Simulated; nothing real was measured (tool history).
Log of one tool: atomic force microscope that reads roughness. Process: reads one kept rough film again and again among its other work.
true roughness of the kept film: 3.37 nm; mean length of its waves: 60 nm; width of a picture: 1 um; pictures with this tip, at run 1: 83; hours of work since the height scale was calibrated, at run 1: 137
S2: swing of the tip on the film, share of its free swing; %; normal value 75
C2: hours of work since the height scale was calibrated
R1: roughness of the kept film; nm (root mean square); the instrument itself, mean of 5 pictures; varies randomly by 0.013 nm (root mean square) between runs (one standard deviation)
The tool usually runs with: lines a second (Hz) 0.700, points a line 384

{"run": 1, "hour": 0.0, "lines a second (Hz)": 0.7, "S2": 75, "points a line": 384, "pictures with this tip": 83, "C2": 137, "R1": 2.893}
{"run": 2, "hour": 17.7, "lines a second (Hz)": 0.7, "S2": 75, "points a line": 384, "pictures with this tip": 106, "C2": 147, "R1": 2.822}
{"hour": 26.9, "done": "new tip fitted"}
{"run": 3, "hour": 36.0, "lines a second (Hz)": 0.7, "S2": 75, "points a line": 384, "pictures with this tip": 11, "C2": 157, "R1": 3.11}
{"run": 4, "hour": 43.7, "lines a second (Hz)": 0.7, "S2": 75, "points a line": 591, "pictures with this tip": 21, "C2": 162, "R1": 3.058}
{"run": 5, "hour": 51.8, "lines a second (Hz)": 0.7, "S2": 75, "points a line": 591, "pictures with this tip": 31, "C2": 167, "R1": 3.042}
{"run": 6, "hour": 59.4, "lines a second (Hz)": 0.7, "S2": 75, "points a line": 591, "pictures with this tip": 41, "C2": 171, "R1": 3.0}
{"run": 7, "hour": 75.4, "lines a second (Hz)": 0.7, "S2": 75, "points a line": 591, "pictures with this tip": 61, "C2": 180, "R1": 2.962}
{"run": 8, "hour": 83.7, "lines a second (Hz)": 0.7, "S2": 75, "points a line": 591, "pictures with this tip": 71, "C2": 185, "R1": 2.93}
{"run": 9, "hour": 95.8, "lines a second (Hz)": 0.7, "S2": 75, "points a line": 591, "pictures with this tip": 86, "C2": 192, "R1": 2.892}
{"run": 10, "hour": 106.1, "lines a second (Hz)": 0.7, "S2": 75, "points a line": 591, "pictures with this tip": 99, "C2": 198, "R1": 2.862}
{"run": 11, "hour": 118.0, "lines a second (Hz)": 0.7, "S2": 90, "points a line": 591, "pictures with this tip": 114, "C2": 205, "R1": 2.709}
{"hour": 119.6, "done": "new tip fitted"}
{"run": 12, "hour": 135.8, "lines a second (Hz)": 0.7, "S2": 90, "points a line": 591, "pictures with this tip": 20, "C2": 214, "R1": 2.97}
{"run": 13, "hour": 149.2, "lines a second (Hz)": 0.7, "S2": 90, "points a line": 591, "pictures with this tip": 37, "C2": 222, "R1": 2.924}
{"run": 14, "hour": 156.9, "lines a second (Hz)": 0.7, "S2": 90, "points a line": 591, "pictures with this tip": 47, "C2": 227, "R1": 2.907}
{"run": 15, "hour": 172.0, "lines a second (Hz)": 0.7, "S2": 90, "points a line": 458, "pictures with this tip": 66, "C2": 235, "R1": 2.851}
{"run": 16, "hour": 186.9, "lines a second (Hz)": 1.269, "S2": 75, "points a line": 384, "pictures with this tip": 85, "C2": 244, "R1": 2.817}
{"run": 17, "hour": 198.9, "lines a second (Hz)": 0.985, "S2": 64, "points a line": 809, "pictures with this tip": 100, "C2": 251, "R1": 2.894}
{"run": 18, "hour": 208.1, "lines a second (Hz)": 0.985, "S2": 89, "points a line": 339, "pictures with this tip": 111, "C2": 256, "R1": 2.676}
{"hour": 213.2, "done": "new tip fitted"}
{"run": 19, "hour": 224.1, "lines a second (Hz)": 0.985, "S2": 89, "points a line": 339, "pictures with this tip": 14, "C2": 265, "R1": 2.912}
{"run": 20, "hour": 239.1, "lines a second (Hz)": 0.7, "S2": 75, "points a line": 452, "pictures with this tip": 33, "C2": 274, "R1": 3.048}
{"run": 21, "hour": 250.4, "lines a second (Hz)": 1.988, "S2": 56, "points a line": 452, "pictures with this tip": 47, "C2": 280, "R1": 3.02}
{"run": 22, "hour": 262.0, "lines a second (Hz)": 1.988, "S2": 56, "points a line": 452, "pictures with this tip": 62, "C2": 287, "R1": 2.989}
{"run": 23, "hour": 279.5, "lines a second (Hz)": 1.988, "S2": 56, "points a line": 452, "pictures with this tip": 84, "C2": 297, "R1": 2.896}
{"run": 24, "hour": 296.3, "lines a second (Hz)": 0.7, "S2": 89, "points a line": 384, "pictures with this tip": 105, "C2": 306, "R1": 2.764}
{"hour": 305.4, "done": "new tip fitted"}
{"run": 25, "hour": 307.5, "lines a second (Hz)": 1.246, "S2": 66, "points a line": 400, "pictures with this tip": 2, "C2": 313, "R1": 3.137}
{"run": 26, "hour": 325.2, "lines a second (Hz)": 1.246, "S2": 65, "points a line": 342, "pictures with this tip": 24, "C2": 323, "R1": 3.081}
{"run": 27, "hour": 340.2, "lines a second (Hz)": 0.939, "S2": 75, "points a line": 308, "pictures with this tip": 43, "C2": 331, "R1": 2.976}
{"run": 28, "hour": 354.6, "lines a second (Hz)": 0.939, "S2": 75, "points a line": 308, "pictures with this tip": 61, "C2": 340, "R1": 2.937}
{"run": 29, "hour": 369.6, "lines a second (Hz)": 0.939, "S2": 75, "points a line": 308, "pictures with this tip": 80, "C2": 348, "R1": 2.875}

4 options for the next run, each taken on its own from the tool as it stands now. Forecast them:
{"run": "A", "hour": 383.7, "lines a second (Hz)": 0.7, "S2": 85, "points a line": 673, "pictures with this tip": 98, "C2": 356, "R1": "?"}
{"run": "B", "hour": 383.7, "lines a second (Hz)": 0.98, "S2": 68, "points a line": 560, "pictures with this tip": 98, "C2": 356, "R1": "?"}
{"run": "C", "hour": 383.7, "lines a second (Hz)": 0.939, "S2": 75, "points a line": 331, "pictures with this tip": 98, "C2": 356, "R1": "?"}
{"run": "D", "hour": 383.7, "lines a second (Hz)": 0.559, "S2": 67, "points a line": 278, "pictures with this tip": 98, "C2": 356, "R1": "?"}

run=A R1=2.823
run=B R1=2.872
run=C R1=2.843
run=D R1=2.898
What these runs would have given with no unlogged condition in the tool:
run=A R1=3.081
run=B R1=3.135
run=C R1=3.102
run=D R1=3.163

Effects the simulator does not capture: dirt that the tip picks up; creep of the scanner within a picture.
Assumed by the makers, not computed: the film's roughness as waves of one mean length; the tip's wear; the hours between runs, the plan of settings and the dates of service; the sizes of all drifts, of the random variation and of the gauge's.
